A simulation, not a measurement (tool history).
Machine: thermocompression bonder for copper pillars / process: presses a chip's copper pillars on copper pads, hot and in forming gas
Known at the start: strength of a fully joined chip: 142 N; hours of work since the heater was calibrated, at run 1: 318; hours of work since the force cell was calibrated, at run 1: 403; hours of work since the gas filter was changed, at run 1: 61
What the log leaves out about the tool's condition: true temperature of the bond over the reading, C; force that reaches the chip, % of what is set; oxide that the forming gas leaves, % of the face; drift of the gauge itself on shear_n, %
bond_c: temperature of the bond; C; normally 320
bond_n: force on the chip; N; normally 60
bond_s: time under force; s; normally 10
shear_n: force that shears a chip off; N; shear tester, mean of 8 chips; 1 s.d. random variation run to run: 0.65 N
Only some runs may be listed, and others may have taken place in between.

run,hour,bond_c,bond_n,bond_s,hours of work since the heater was calibrated,hours of work since the force cell was calibrated,hours of work since the gas filter was changed,shear_n
1,0,320,60,10,318,403,61,87.7
2,12.2,320,60,10,328,412,70,87.3
3,26.2,320,60,10,338,423,81,87.3
4,37,317,60,10,346,431,89,84.2
5,56.4,317,60,10,361,446,104,84.9
6,76.5,320,60,10,377,461,119,87
# hour 79.7: heater calibrated with a thermocouple chip
7,95.3,320,60,10,12,474,132,88.1
8,113.4,320,79,10,26,488,146,96.7
9,124.4,320,60,10,34,496,154,88.2
10,136.7,320,60,10,44,506,164,87.9
# hour 145.7: heater calibrated with a thermocouple chip, once more
11,151.4,298,60,10,4,515,173,60.3
12,162.7,320,60,14,13,524,182,87.7
13,172.5,341,38,10,20,531,189,83.6
14,189,332,38,9,33,544,202,75
15,201.1,332,79,14,42,553,211,105.4
16,212.1,309,79,14,51,562,220,86.3
17,227.3,310,60,21,62,573,231,88.7
18,242.1,292,60,13,74,585,243,60.7
19,251.6,320,39,10,81,592,250,67
20,265.8,298,67,28,92,603,261,86.9
21,277.1,320,43,5,100,611,269,55.3

4 options for the next run, each taken on its own from the tool as it stands now. Forecast them:
A,289.6,320,43,24,110,621,279,?
B,289.6,320,60,20,110,621,279,?
C,289.6,320,43,25,110,621,279,?
D,289.6,306,62,5,110,621,279,?

run,shear_n
A,89.7
B,95.6
C,89.3
D,52.8
What these runs would have given with no unlogged condition in the tool:
run,shear_n
A,96.6
B,103.2
C,96.4
D,56.3
